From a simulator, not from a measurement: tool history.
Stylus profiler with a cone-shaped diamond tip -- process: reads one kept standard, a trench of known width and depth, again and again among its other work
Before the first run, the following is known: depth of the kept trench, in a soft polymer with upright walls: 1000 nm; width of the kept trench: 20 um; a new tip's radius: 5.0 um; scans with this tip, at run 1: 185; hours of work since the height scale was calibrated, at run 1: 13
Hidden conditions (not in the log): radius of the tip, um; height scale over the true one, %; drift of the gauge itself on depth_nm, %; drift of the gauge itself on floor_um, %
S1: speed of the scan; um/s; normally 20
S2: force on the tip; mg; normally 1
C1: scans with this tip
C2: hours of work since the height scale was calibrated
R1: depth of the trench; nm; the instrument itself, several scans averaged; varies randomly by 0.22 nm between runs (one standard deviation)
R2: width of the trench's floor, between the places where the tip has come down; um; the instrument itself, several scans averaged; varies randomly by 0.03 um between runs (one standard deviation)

run   hour  S1    S2    C1   C2       R1     R2
  1      0  20     1   185   13  1003.13  14.01
  2   15.8  20     1   345   23  1002.93  13.97
  3   33.3  20  1.67   521   35  1004.85  13.99
  4   52.1  20  1.67   710   48  1004.64  13.86
  5   65.7  20  0.47   847   58  1002.16  13.81
  6   79.8  20  0.47   990   67  1002.09  13.79
  7   94.8  20  0.47  1140   78  1002.46  13.81
  8  115.1  10     1  1345   92  1003.79  13.85
  9  127.4  10     1  1469  100  1003.48  13.89
 10  150.6  10     1  1703  116  1003.82  13.77
 11  162.3  10     1  1821  124  1003.51  13.78
 12    180  10     1  1999  136  1003.55  13.81
 13  191.3  10     1  2113  144  1003.96  13.72
 14  204.5  10     1  2246  153  1004.27  13.68
 15    223  10     1  2432  166   1003.6  13.66
 16  239.2  63     1  2595  177  1004.38  13.37
 17  252.2  31     1  2727  186  1004.05  13.52
 18  267.3  10     1  2878  196  1003.85  13.68
 19  287.4  20  2.81  3081  210  1007.54  13.61
 20  306.3  20  2.81  3271  223  1007.46  13.56
 21    328  20  2.81  3491  238  1007.52  13.56
 22    348  20  2.81  3691  251  1007.64  13.57
 23  368.4  20  2.81  3897  265     1008  13.46
 24  384.8  20  2.81  4063  277  1007.89  13.45
 25  397.8  20  2.81  4194  286  1007.43  13.45
 26  418.3   6  0.58  4400  300  1003.36   13.4
 27  441.9   6  2.76  4638  316  1007.66  13.46
 28  466.4  39  1.85  4884  333   1006.5  13.25
 29  483.3  74  2.21  5055  344   1006.5   13.1
 30  495.3  74  2.21  5176  352  1007.55  13.07
 31  515.2  33  0.36  5377  366  1003.34  13.06
 32  530.8  64  2.16  5534  377  1007.34   13.1
 33  544.9  64  2.16  5676  386  1007.21  13.12
 34  556.9  54  1.22  5797  395  1005.28  13.04
 35  567.5  54  1.22  5903  402  1005.53     13
 36  585.7  54  1.22  6087  414  1005.27  13.02
 37  608.6  20  2.53  6318  430  1008.03  13.17
 38  627.3  20  2.53  6505  443  1008.06  13.14
 39  638.3   6  2.27  6616  450  1007.66  13.13
 40  650.1  39  0.55  6736  459  1004.35  12.92
 41  668.5  28  1.79  6921  471  1006.96  13.02
 42    679  20  0.53  7027  478  1004.35  12.96
 43  700.8  20  0.53  7246  493  1004.08  12.97
 44  725.2  19  0.45  7493  510  1003.99  12.94
 45  743.5  19  0.35  7676  523  1003.82  12.89
 46  759.8   6  0.79  7841  534  1005.66  12.98

Below are 5 alternative next runs, each starting from the tool's condition after run 46. Predict each:
  A  776.2  20  2.93  8006  545   ?   ?
  B  776.2  20  0.59  8006  545   ?   ?
  C  776.2  50  2.55  8006  545   ?   ?
  D  776.2   6  0.62  8006  545   ?   ?
  E  776.2  32  0.35  8006  545   ?   ?

run       R1     R2
  A  1009.21  12.95
  B  1004.71  12.87
  C  1008.32  12.85
  D  1004.86  13.05
  E   1004.8  12.75
What these runs would have given with no unlogged condition in the tool:
run       R1     R2
  A  1006.69  13.93
  B  1002.21  13.85
  C  1005.81  13.83
  D  1002.35  14.03
  E   1002.3  13.73
